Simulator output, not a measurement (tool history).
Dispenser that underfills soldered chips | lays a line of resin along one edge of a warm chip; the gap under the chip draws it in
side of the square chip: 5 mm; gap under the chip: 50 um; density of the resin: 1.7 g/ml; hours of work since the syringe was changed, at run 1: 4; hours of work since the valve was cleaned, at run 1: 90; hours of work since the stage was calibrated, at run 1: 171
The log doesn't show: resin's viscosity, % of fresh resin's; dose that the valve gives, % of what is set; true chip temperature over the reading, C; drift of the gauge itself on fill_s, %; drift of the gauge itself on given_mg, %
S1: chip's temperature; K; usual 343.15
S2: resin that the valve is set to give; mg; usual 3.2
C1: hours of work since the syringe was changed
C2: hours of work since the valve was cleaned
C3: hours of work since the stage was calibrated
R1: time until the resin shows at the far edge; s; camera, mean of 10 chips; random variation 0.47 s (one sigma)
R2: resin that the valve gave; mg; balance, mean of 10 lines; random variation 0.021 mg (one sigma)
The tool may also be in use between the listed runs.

| run | hour | S1 | S2 | C1 | C2 | C3 | R1 | R2 |
|---|---|---|---|---|---|---|---|---|
| 1 | 0 | 343.15 | 3.2 | 4 | 90 | 171 | 48 | 3.07 |
|  | 2 | new syringe of resin |
| 2 | 9.2 | 343.15 | 3.2 | 5 | 96 | 177 | 47.9 | 3 |
|  | 10.2 | new syringe of resin |
|  | 17.9 | new syringe of resin |
| 3 | 20.9 | 343.15 | 3.2 | 2 | 103 | 184 | 43.7 | 3.06 |
|  | 26.1 | new syringe of resin |
| 4 | 29.2 | 343.15 | 4.1 | 2 | 109 | 190 | 42.2 | 3.91 |
|  | 34.6 | new syringe of resin |
| 5 | 40 | 343.15 | 4.1 | 4 | 116 | 197 | 45 | 3.92 |
|  | 42.7 | new syringe of resin |
|  | 51.2 | new syringe of resin |
|  | 52.2 | dispensing valve cleaned and set on the balance |
| 6 | 54.5 | 343.15 | 2.78 | 2 | 2 | 206 | 42.8 | 2.81 |
|  | 60.1 | new syringe of resin |
|  | 68.3 | new syringe of resin |
| 7 | 69.4 | 331.15 | 2.78 | 1 | 11 | 215 | 78 | 2.78 |
|  | 76.1 | new syringe of resin |
| 8 | 76.7 | 331.15 | 2.78 | 0 | 16 | 220 | 77.3 | 2.78 |
|  | 84.2 | new syringe of resin |
| 9 | 88 | 330.15 | 2.78 | 3 | 24 | 228 | 89.5 | 2.75 |
|  | 92.4 | new syringe of resin |
| 10 | 96 | 334.15 | 3.2 | 2 | 29 | 233 | 68.1 | 3.14 |
|  | 101 | new syringe of resin |
|  | 109.3 | new syringe of resin |
| 11 | 110.1 | 334.15 | 3.2 | 1 | 38 | 242 | 64.6 | 3.11 |
| 12 | 116.5 | 334.15 | 3.2 | 5 | 42 | 246 | 79 | 3.15 |
|  | 117.8 | new syringe of resin |
| 13 | 125.1 | 334.15 | 3.2 | 5 | 48 | 252 | 76.6 | 3.1 |
|  | 126.6 | new syringe of resin |
|  | 135.1 | new syringe of resin |
| 14 | 139.9 | 334.15 | 3.2 | 3 | 58 | 262 | 73.6 | 3.12 |
|  | 143.9 | new syringe of resin |
| 15 | 149.4 | 342.15 | 3.2 | 4 | 64 | 268 | 50 | 3.11 |
|  | 152.1 | new syringe of resin |
|  | 160.7 | new syringe of resin |
| 16 | 161 | 343.15 | 3.2 | 0 | 71 | 275 | 40.7 | 3.07 |
|  | 169.3 | new syringe of resin |
| 17 | 169.6 | 337.15 | 2.7 | 0 | 77 | 281 | 58.1 | 2.62 |
|  | 178.3 | new syringe of resin |
| 18 | 179 | 337.15 | 2.7 | 0 | 83 | 287 | 57 | 2.61 |

Run 19 comes next. What will it give?
|  | 186.7 | new syringe of resin |
| 19 | 191.3 | 340.15 | 3.36 | 3 | 91 | 295 | ? | ? |

R1: 52.8 s
R2: 3.26 mg
Without the tool's hidden state the same run would have given R1 41.4 s, R2 3.4 mg.
